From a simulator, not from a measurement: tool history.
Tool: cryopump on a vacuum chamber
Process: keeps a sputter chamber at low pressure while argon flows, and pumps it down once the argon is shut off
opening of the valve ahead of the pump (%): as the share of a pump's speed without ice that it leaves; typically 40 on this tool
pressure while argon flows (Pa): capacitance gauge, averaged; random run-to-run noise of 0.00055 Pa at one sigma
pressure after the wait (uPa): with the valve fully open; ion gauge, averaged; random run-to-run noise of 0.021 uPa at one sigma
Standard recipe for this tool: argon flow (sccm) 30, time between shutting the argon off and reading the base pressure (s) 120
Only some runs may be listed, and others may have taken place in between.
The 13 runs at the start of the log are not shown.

run   hour  argon flow (sccm)  time between shutting the argon off and reading the base pressure (s)  opening of the valve ahead of the pump (%)  pressure while argon flows (Pa)  pressure after the wait (uPa)
 14  294.6                 30                                                                    120                                          37                           0.0676                           1.65
 15    310                 30                                                                    120                                          37                           0.0672                           1.67
 16  331.8                 30                                                                    120                                          37                           0.0666                           1.64
 17  348.2                 30                                                                    120                                          37                            0.068                           1.67
 18  368.7                 30                                                                     44                                          27                           0.0917                           2.12
 19  400.3                 14                                                                    268                                          17                            0.067                           1.66
 20  423.5                 14                                                                    268                                          17                           0.0676                           1.69
 21  437.3                 15                                                                    120                                          28                           0.0446                           1.74
 22  464.8                 15                                                                    120                                          28                           0.0449                           1.84
 23  497.7                 19                                                                    120                                          24                           0.0671                            1.8
 24  522.3                 19                                                                     94                                          22                           0.0721                           1.93
 25  540.3                 16                                                                     72                                          40                           0.0338                           1.99
 26  562.8                 16                                                                     72                                          40                            0.034                           2.04
 27    587                 16                                                                     72                                          40                            0.035                           2.07
 28  604.9                 28                                                                    282                                          40                           0.0608                           1.82
 29  621.7                 28                                                                    282                                          40                           0.0614                           1.81
 30    645                 28                                                                     22                                          19                           0.1233                           2.94
 31  670.9                 30                                                                     20                                          40                           0.0659                           3.06
 32  696.6                 39                                                                    273                                          31                           0.1097                           1.96
 33  728.1                 39                                                                    273                                          31                           0.1089                           1.97
 34  751.9                 40                                                                     36                                          31                           0.1127                           2.63

What if the next run were any one of these 4? Each begins from the tool's condition after run 34:
  A  775.7                 31                                                                    120                                          37                                ?                              ?
  B  775.7                 16                                                                     36                                          31                                ?                              ?
  C  775.7                 13                                                                     35                                          48                                ?                              ?
  D  775.7                 40                                                                     49                                          25                                ?                              ?

run  pressure while argon flows (Pa)  pressure after the wait (uPa)
  A                           0.0752                           2.13
  B                           0.0449                           2.62
  C                           0.0256                           2.72
  D                           0.1372                           2.42
Without the tool's unlogged condition, the same runs would have read:
run  pressure while argon flows (Pa)  pressure after the wait (uPa)
  A                            0.067                           0.32
  B                           0.0407                           0.81
  C                           0.0221                           0.88
  D                           0.1267                           0.64
